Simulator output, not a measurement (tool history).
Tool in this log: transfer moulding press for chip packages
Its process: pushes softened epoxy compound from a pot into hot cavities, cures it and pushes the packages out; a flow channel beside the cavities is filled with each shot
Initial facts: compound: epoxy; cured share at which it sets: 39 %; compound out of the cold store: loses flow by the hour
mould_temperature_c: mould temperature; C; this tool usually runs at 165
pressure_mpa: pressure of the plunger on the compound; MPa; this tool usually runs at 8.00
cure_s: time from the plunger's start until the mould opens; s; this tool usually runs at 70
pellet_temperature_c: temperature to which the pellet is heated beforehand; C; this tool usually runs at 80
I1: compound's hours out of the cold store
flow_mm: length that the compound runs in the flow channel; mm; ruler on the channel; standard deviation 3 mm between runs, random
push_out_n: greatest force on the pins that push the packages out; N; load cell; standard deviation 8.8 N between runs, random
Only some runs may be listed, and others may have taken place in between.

{"run": 1, "day": 0.0, "mould_temperature_c": 165, "pressure_mpa": 8.0, "cure_s": 70, "pellet_temperature_c": 80, "I1": 21.1, "flow_mm": 719, "push_out_n": 397}
{"run": 2, "day": 0.288, "mould_temperature_c": 165, "pressure_mpa": 8.0, "cure_s": 70, "pellet_temperature_c": 80, "I1": 34.6, "flow_mm": 673, "push_out_n": 461}
{"run": 3, "day": 0.471, "mould_temperature_c": 165, "pressure_mpa": 8.0, "cure_s": 70, "pellet_temperature_c": 80, "I1": 33.8, "flow_mm": 673, "push_out_n": 494}
{"run": 4, "day": 0.733, "mould_temperature_c": 157, "pressure_mpa": 8.0, "cure_s": 70, "pellet_temperature_c": 80, "I1": 24.7, "flow_mm": 722, "push_out_n": 973}
{"run": 5, "day": 0.925, "mould_temperature_c": 157, "pressure_mpa": 8.0, "cure_s": 70, "pellet_temperature_c": 80, "I1": 21.6, "flow_mm": 732, "push_out_n": 1039}
{"run": 6, "day": 1.092, "mould_temperature_c": 165, "pressure_mpa": 8.0, "cure_s": 70, "pellet_temperature_c": 80, "I1": 44.8, "flow_mm": 644, "push_out_n": 572}
{"day": 1.225, "done": "cavities cleaned with cleaning compound and waxed"}
{"run": 7, "day": 1.5, "mould_temperature_c": 165, "pressure_mpa": 8.0, "cure_s": 70, "pellet_temperature_c": 80, "I1": 10.5, "flow_mm": 751, "push_out_n": 509}
{"run": 8, "day": 1.85, "mould_temperature_c": 165, "pressure_mpa": 8.0, "cure_s": 70, "pellet_temperature_c": 80, "I1": 26.6, "flow_mm": 693, "push_out_n": 551}
{"run": 9, "day": 2.008, "mould_temperature_c": 165, "pressure_mpa": 8.0, "cure_s": 70, "pellet_temperature_c": 80, "I1": 11.6, "flow_mm": 740, "push_out_n": 656}
{"run": 10, "day": 2.208, "mould_temperature_c": 165, "pressure_mpa": 8.0, "cure_s": 70, "pellet_temperature_c": 80, "I1": 22.7, "flow_mm": 705, "push_out_n": 627}
{"day": 2.446, "done": "cavities cleaned with cleaning compound and waxed"}
{"run": 11, "day": 2.5, "mould_temperature_c": 165, "pressure_mpa": 8.0, "cure_s": 70, "pellet_temperature_c": 80, "I1": 38.4, "flow_mm": 657, "push_out_n": 382}
{"run": 12, "day": 2.725, "mould_temperature_c": 165, "pressure_mpa": 8.0, "cure_s": 70, "pellet_temperature_c": 80, "I1": 29.1, "flow_mm": 683, "push_out_n": 469}
{"run": 13, "day": 3.029, "mould_temperature_c": 165, "pressure_mpa": 8.0, "cure_s": 70, "pellet_temperature_c": 80, "I1": 33.2, "flow_mm": 670, "push_out_n": 525}
{"run": 14, "day": 3.296, "mould_temperature_c": 165, "pressure_mpa": 8.0, "cure_s": 70, "pellet_temperature_c": 80, "I1": 23.9, "flow_mm": 700, "push_out_n": 590}
{"run": 15, "day": 3.512, "mould_temperature_c": 165, "pressure_mpa": 8.0, "cure_s": 70, "pellet_temperature_c": 80, "I1": 28.4, "flow_mm": 686, "push_out_n": 631}
{"day": 3.679, "done": "cavities cleaned with cleaning compound and waxed"}
{"run": 16, "day": 3.792, "mould_temperature_c": 165, "pressure_mpa": 8.0, "cure_s": 70, "pellet_temperature_c": 80, "I1": 29.4, "flow_mm": 681, "push_out_n": 441}
{"run": 17, "day": 4.079, "mould_temperature_c": 165, "pressure_mpa": 8.0, "cure_s": 70, "pellet_temperature_c": 80, "I1": 21.8, "flow_mm": 699, "push_out_n": 547}
{"run": 18, "day": 4.338, "mould_temperature_c": 162, "pressure_mpa": 7.12, "cure_s": 70, "pellet_temperature_c": 71, "I1": 19.8, "flow_mm": 673, "push_out_n": 743}
{"run": 19, "day": 4.708, "mould_temperature_c": 167, "pressure_mpa": 9.75, "cure_s": 70, "pellet_temperature_c": 74, "I1": 46.6, "flow_mm": 688, "push_out_n": 503}
{"day": 4.908, "done": "cavities cleaned with cleaning compound and waxed"}
{"run": 20, "day": 5.083, "mould_temperature_c": 165, "pressure_mpa": 8.63, "cure_s": 87, "pellet_temperature_c": 73, "I1": 35.8, "flow_mm": 685, "push_out_n": 292}
{"run": 21, "day": 5.329, "mould_temperature_c": 168, "pressure_mpa": 6.14, "cure_s": 73, "pellet_temperature_c": 83, "I1": 25.0, "flow_mm": 600, "push_out_n": 400}
{"run": 22, "day": 5.625, "mould_temperature_c": 165, "pressure_mpa": 8.0, "cure_s": 70, "pellet_temperature_c": 73, "I1": 35.5, "flow_mm": 655, "push_out_n": 617}
{"run": 23, "day": 5.883, "mould_temperature_c": 165, "pressure_mpa": 7.33, "cure_s": 74, "pellet_temperature_c": 73, "I1": 20.4, "flow_mm": 673, "push_out_n": 569}
{"run": 24, "day": 6.054, "mould_temperature_c": 165, "pressure_mpa": 7.33, "cure_s": 74, "pellet_temperature_c": 73, "I1": 21.7, "flow_mm": 669, "push_out_n": 610}
{"day": 6.133, "done": "cavities cleaned with cleaning compound and waxed"}
{"run": 25, "day": 6.417, "mould_temperature_c": 165, "pressure_mpa": 7.33, "cure_s": 64, "pellet_temperature_c": 77, "I1": 11.6, "flow_mm": 700, "push_out_n": 693}
{"run": 26, "day": 6.683, "mould_temperature_c": 165, "pressure_mpa": 7.33, "cure_s": 64, "pellet_temperature_c": 77, "I1": 41.7, "flow_mm": 610, "push_out_n": 650}
{"run": 27, "day": 6.854, "mould_temperature_c": 164, "pressure_mpa": 8.0, "cure_s": 69, "pellet_temperature_c": 74, "I1": 13.7, "flow_mm": 735, "push_out_n": 697}
{"run": 28, "day": 7.079, "mould_temperature_c": 164, "pressure_mpa": 8.0, "cure_s": 69, "pellet_temperature_c": 74, "I1": 29.8, "flow_mm": 674, "push_out_n": 700}
{"day": 7.346, "done": "cavities cleaned with cleaning compound and waxed"}
{"run": 29, "day": 7.358, "mould_temperature_c": 164, "pressure_mpa": 8.0, "cure_s": 69, "pellet_temperature_c": 84, "I1": 31.7, "flow_mm": 666, "push_out_n": 425}

Some steps in flow_mm, run to run, broken into two amounts with sign: the step expected even without the hidden condition (settings, incoming material, random variation), and the rest, left for the hidden condition together with whatever gauge scatter is not in both the measured and the hidden-condition-free result:
The hidden state here: true mould temperature over the reading, C; pressure that reaches the compound, % of what is set; grip of the stained cavities, % over clean ones'; drift of the gauge itself on flow_mm, %; drift of the gauge itself on push_out_n, %.
Run 6 -> 7: cavities cleaned with cleaning compound and waxed. flow_mm +107 mm: hidden state -3, all else +110.
Run 25 -> 26: nothing adjusted, nothing logged. flow_mm -90 mm: hidden state +4, all else -94.
Run 26 -> 27: mould_temperature_c 165 -> 164, pressure_mpa 7.33 -> 8.00, cure_s 64 -> 69, pellet_temperature_c 77 -> 74. flow_mm +125 mm: hidden state -6, all else +131.

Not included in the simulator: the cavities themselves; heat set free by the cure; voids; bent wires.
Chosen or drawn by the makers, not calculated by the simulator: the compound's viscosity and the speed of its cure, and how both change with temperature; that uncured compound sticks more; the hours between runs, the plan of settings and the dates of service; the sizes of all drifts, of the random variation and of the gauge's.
